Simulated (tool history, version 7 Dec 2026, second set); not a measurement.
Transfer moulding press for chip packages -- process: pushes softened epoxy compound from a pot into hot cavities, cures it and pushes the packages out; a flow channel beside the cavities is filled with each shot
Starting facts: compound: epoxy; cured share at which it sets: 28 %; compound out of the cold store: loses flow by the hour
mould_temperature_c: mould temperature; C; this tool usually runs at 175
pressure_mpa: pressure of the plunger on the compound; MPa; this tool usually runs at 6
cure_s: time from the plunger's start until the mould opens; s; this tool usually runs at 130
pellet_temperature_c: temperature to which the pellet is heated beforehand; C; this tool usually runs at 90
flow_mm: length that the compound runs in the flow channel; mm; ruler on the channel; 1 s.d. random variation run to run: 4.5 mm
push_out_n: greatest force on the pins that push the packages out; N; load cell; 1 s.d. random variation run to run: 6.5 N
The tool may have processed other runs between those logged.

run   hour  mould_temperature_c  pressure_mpa  cure_s  pellet_temperature_c  incoming compound's hours out of the cold store  flow_mm  push_out_n
  1      0                  175             6     130                    90                                             15.1      695         323
  2     10                  175             6     130                    90                                             11.9      714         348
  3   18.4                  175             6     130                    90                                             43.7      575         329
  4   29.5                  175             6     130                    90                                             32.9      620         335
  5   37.4                  175          6.86     130                    90                                             13.4      759         380
  6   48.9                  175          6.86     130                    90                                             16.8      740         359
  7   60.7                  175             6     130                    96                                             32.4      613         360
  8     74                  175             6     130                    96                                             11.9      718         379
  9   90.7                  175             6     130                    96                                             32.7      614         396
 10  103.5                  175             6     130                    96                                             20.1      666         405
       113  -- cavities cleaned with cleaning compound and waxed
 11  119.2                  175             6     154                    90                                             31.3      608         244
 12  133.9                  175             6     154                    90                                               39      586         247
 13    146                  175             6     154                    90                                               20      675         279
 14  162.9                  175             6     130                    90                                             13.7      703         361
 15  171.9                  175             6     130                    90                                               20      667         364
 16    189                  175          7.34     113                    90                                               37      655         443
 17  200.3                  175             6     130                    83                                              9.8      715         393
 18  211.4                  175             6     130                    83                                               45      555         392
 19  222.9                  175             6     130                    83                                               19      660         409
 20  240.4                  175             6     130                    83                                             23.8      646         393
     250.9  -- cavities cleaned with cleaning compound and waxed
 21  250.9                  171          5.09     130                    96                                             16.8      635         375
 22  267.6                  170          4.59     130                    83                                             37.6      529         391
 23  284.3                  182             6     125                    90                                             34.2      590         281
 24  293.3                  182          5.51     125                    90                                             29.3      578         290
 25  302.4                  170          5.51     142                    95                                             28.3      610         384
 26  319.6                  170          5.51     121                    98                                                8      698         615
 27  333.2                  170          5.51     121                    98                                             38.1      565         555
 28  343.5                  169          5.51     121                    98                                             31.5      593         592

Alternative continuations, all from the tool just after run 28; predict every row:
  A  361.1                  169           5.5     121                    98                                             11.5        ?           ?
  B  361.1                  179          5.91     121                    98                                             25.9        ?           ?
  C  361.1                  169          5.39     121                    90                                             34.8        ?           ?
  D  361.1                  172          6.23     128                    98                                             34.7        ?           ?

run  flow_mm  push_out_n
  A      687         703
  B      613         371
  C      577         623
  D      610         447
Take away the tool's hidden state, keep each run's random variation, and the runs would have read:
run  flow_mm  push_out_n
  A      709         468
  B      632         250
  C      595         416
  D      629         300

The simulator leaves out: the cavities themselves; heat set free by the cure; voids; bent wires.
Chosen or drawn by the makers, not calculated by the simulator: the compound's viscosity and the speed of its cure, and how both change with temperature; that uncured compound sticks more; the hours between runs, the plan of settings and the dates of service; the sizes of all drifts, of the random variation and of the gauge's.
